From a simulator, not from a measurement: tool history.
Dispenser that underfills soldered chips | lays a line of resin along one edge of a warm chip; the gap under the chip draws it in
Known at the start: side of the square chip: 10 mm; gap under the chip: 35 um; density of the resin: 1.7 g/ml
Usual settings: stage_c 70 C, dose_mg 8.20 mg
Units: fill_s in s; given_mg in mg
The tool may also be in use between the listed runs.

Run 1, hour 0.0: usual settings. Result: fill_s 131.7 s, given_mg 7.31 mg.
At hour 4.8: new syringe of resin.
At hour 13.3: new syringe of resin.
Run 2, hour 14.9: usual settings. Result: fill_s 126.0 s, given_mg 7.15 mg.
At hour 21.7: new syringe of resin.
Run 3, hour 26.5: usual settings. Result: fill_s 141.5 s, given_mg 7.10 mg.
At hour 29.5: new syringe of resin.
At hour 33.8: dispensing valve cleaned and set on the balance.
At hour 39.0: new syringe of resin.
Run 4, hour 45.2: usual settings but dose_mg 9.46 mg. Result: fill_s 136.8 s, given_mg 9.49 mg.
At hour 47.6: new syringe of resin.
At hour 55.7: new syringe of resin.
At hour 63.3: new syringe of resin.
Run 5, hour 63.6: usual settings but dose_mg 9.46 mg. Result: fill_s 106.4 s, given_mg 9.27 mg.
At hour 71.1: new syringe of resin.
Run 6, hour 76.0: usual settings. Result: fill_s 135.6 s, given_mg 8.05 mg.
At hour 79.0: new syringe of resin.
At hour 87.2: new syringe of resin.
Run 7, hour 90.4: usual settings. Result: fill_s 124.0 s, given_mg 7.94 mg.
At hour 94.8: new syringe of resin.
At hour 102.4: new syringe of resin.
Run 8, hour 103.5: usual settings. Result: fill_s 119.0 s, given_mg 7.80 mg.
At hour 111.3: new syringe of resin.
Run 9, hour 116.2: usual settings but dose_mg 8.00 mg. Result: fill_s 134.6 s, given_mg 7.52 mg.
At hour 119.8: new syringe of resin.
At hour 127.5: new syringe of resin.
Run 10, hour 127.5: usual settings but stage_c 67 C. Result: fill_s 123.3 s, given_mg 7.68 mg.
At hour 135.8: new syringe of resin.
At hour 144.0: new syringe of resin.
Run 11, hour 144.6: usual settings but stage_c 67 C. Result: fill_s 129.2 s, given_mg 7.60 mg.
At hour 152.3: new syringe of resin.
Run 12, hour 155.3: usual settings but dose_mg 10.13 mg. Result: fill_s 118.3 s, given_mg 9.27 mg.
At hour 160.4: new syringe of resin.
Run 13, hour 165.1: usual settings but stage_c 77 C, dose_mg 8.58 mg. Result: fill_s 102.4 s, given_mg 7.78 mg.
At hour 168.6: new syringe of resin.
At hour 176.3: new syringe of resin.
Run 14, hour 179.7: usual settings but stage_c 60 C, dose_mg 8.08 mg. Result: fill_s 188.4 s, given_mg 7.35 mg.
At hour 184.4: new syringe of resin.
At hour 192.3: new syringe of resin.
Run 15, hour 195.1: usual settings but stage_c 60 C, dose_mg 8.08 mg. Result: fill_s 185.5 s, given_mg 7.20 mg.
At hour 200.5: new syringe of resin.
At hour 209.5: new syringe of resin.
Run 16, hour 211.2: usual settings but stage_c 69 C, dose_mg 7.90 mg. Result: fill_s 125.7 s, given_mg 6.92 mg.
At hour 217.3: new syringe of resin.
Run 17, hour 220.4: usual settings but stage_c 75 C, dose_mg 10.16 mg. Result: fill_s 100.2 s, given_mg 8.85 mg.
At hour 225.3: new syringe of resin.
At hour 227.4: dispensing valve cleaned and set on the balance.
At hour 234.5: new syringe of resin.
Run 18, hour 234.5: usual settings but stage_c 75 C, dose_mg 10.16 mg. Result: fill_s 86.2 s, given_mg 10.06 mg.
At hour 242.4: new syringe of resin.
Run 19, hour 242.4: usual settings but stage_c 85 C, dose_mg 9.59 mg. Result: fill_s 60.4 s, given_mg 9.50 mg.
At hour 245.9: stage's temperature calibrated.
At hour 251.5: new syringe of resin.
Run 20, hour 257.9: usual settings but stage_c 63 C, dose_mg 8.78 mg. Result: fill_s 187.2 s, given_mg 8.73 mg.
At hour 259.2: new syringe of resin.
At hour 267.7: new syringe of resin.
At hour 276.2: new syringe of resin.
Run 21, hour 276.5: usual settings but stage_c 64 C, dose_mg 8.78 mg. Result: fill_s 143.4 s, given_mg 8.56 mg.

3 ways to go on from here, each from the tool as it stands after run 21. What would each give?
At hour 284.4: new syringe of resin.
Run A, hour 284.8: usual settings but stage_c 63 C, dose_mg 8.44 mg. Result: fill_s ?, given_mg ?.
At hour 284.4: new syringe of resin.
Run B, hour 284.8: usual settings but stage_c 77 C. Result: fill_s ?, given_mg ?.
At hour 284.4: new syringe of resin.
Run C, hour 284.8: usual settings but stage_c 71 C. Result: fill_s ?, given_mg ?.

run  fill_s  given_mg
  A   157.2      8.14
  B    94.0      7.94
  C   115.6      7.89
Without the tool's hidden state the same runs would have given:
run  fill_s  given_mg
  A   150.6      8.44
  B    89.9      8.23
  C   110.6      8.18

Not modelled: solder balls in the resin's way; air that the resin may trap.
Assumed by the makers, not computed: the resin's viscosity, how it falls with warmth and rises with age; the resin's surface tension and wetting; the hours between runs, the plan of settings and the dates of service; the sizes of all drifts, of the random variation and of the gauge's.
